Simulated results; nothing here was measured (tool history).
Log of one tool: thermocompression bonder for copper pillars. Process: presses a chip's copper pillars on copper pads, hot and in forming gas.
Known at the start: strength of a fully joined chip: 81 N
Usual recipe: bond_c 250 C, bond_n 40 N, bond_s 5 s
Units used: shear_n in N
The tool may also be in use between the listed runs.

{"run": 1, "hour": 0.0, "bond_c": 250, "bond_n": 40, "bond_s": 5, "shear_n": 59.1}
{"hour": 2.2, "done": "forming gas filter changed"}
{"run": 2, "hour": 15.8, "bond_c": 250, "bond_n": 40, "bond_s": 5, "shear_n": 60.3}
{"run": 3, "hour": 29.3, "bond_c": 250, "bond_n": 40, "bond_s": 8, "shear_n": 66.6}
{"run": 4, "hour": 42.1, "bond_c": 250, "bond_n": 40, "bond_s": 8, "shear_n": 66.8}
{"run": 5, "hour": 57.4, "bond_c": 250, "bond_n": 40, "bond_s": 8, "shear_n": 67.1}
{"run": 6, "hour": 65.7, "bond_c": 275, "bond_n": 40, "bond_s": 5, "shear_n": 72.5}
{"run": 7, "hour": 78.3, "bond_c": 250, "bond_n": 46, "bond_s": 5, "shear_n": 63.1}
{"run": 8, "hour": 91.4, "bond_c": 250, "bond_n": 40, "bond_s": 4, "shear_n": 55.1}
{"run": 9, "hour": 100.0, "bond_c": 250, "bond_n": 40, "bond_s": 4, "shear_n": 56}
{"run": 10, "hour": 107.2, "bond_c": 250, "bond_n": 40, "bond_s": 4, "shear_n": 56}
{"run": 11, "hour": 115.1, "bond_c": 250, "bond_n": 40, "bond_s": 9, "shear_n": 67.4}
{"run": 12, "hour": 124.0, "bond_c": 250, "bond_n": 40, "bond_s": 9, "shear_n": 67.3}
{"run": 13, "hour": 136.8, "bond_c": 250, "bond_n": 40, "bond_s": 9, "shear_n": 66.9}
{"run": 14, "hour": 151.9, "bond_c": 250, "bond_n": 40, "bond_s": 9, "shear_n": 65.7}
{"run": 15, "hour": 165.9, "bond_c": 250, "bond_n": 40, "bond_s": 9, "shear_n": 66.8}
{"hour": 167.7, "done": "forming gas filter changed"}
{"run": 16, "hour": 178.8, "bond_c": 250, "bond_n": 40, "bond_s": 9, "shear_n": 66.4}
{"run": 17, "hour": 188.7, "bond_c": 250, "bond_n": 40, "bond_s": 9, "shear_n": 68.6}
{"run": 18, "hour": 198.9, "bond_c": 250, "bond_n": 40, "bond_s": 5, "shear_n": 59.2}
{"run": 19, "hour": 213.1, "bond_c": 250, "bond_n": 40, "bond_s": 5, "shear_n": 58.5}
{"run": 20, "hour": 224.8, "bond_c": 250, "bond_n": 40, "bond_s": 5, "shear_n": 61.4}

Forecast run 21:
{"run": 21, "hour": 239.3, "bond_c": 250, "bond_n": 40, "bond_s": 5, "shear_n": "?"}

Run 21 came out at shear_n 59.5 N.
Minus the tool's unlogged condition, the same run would have read shear_n 59.6 N.

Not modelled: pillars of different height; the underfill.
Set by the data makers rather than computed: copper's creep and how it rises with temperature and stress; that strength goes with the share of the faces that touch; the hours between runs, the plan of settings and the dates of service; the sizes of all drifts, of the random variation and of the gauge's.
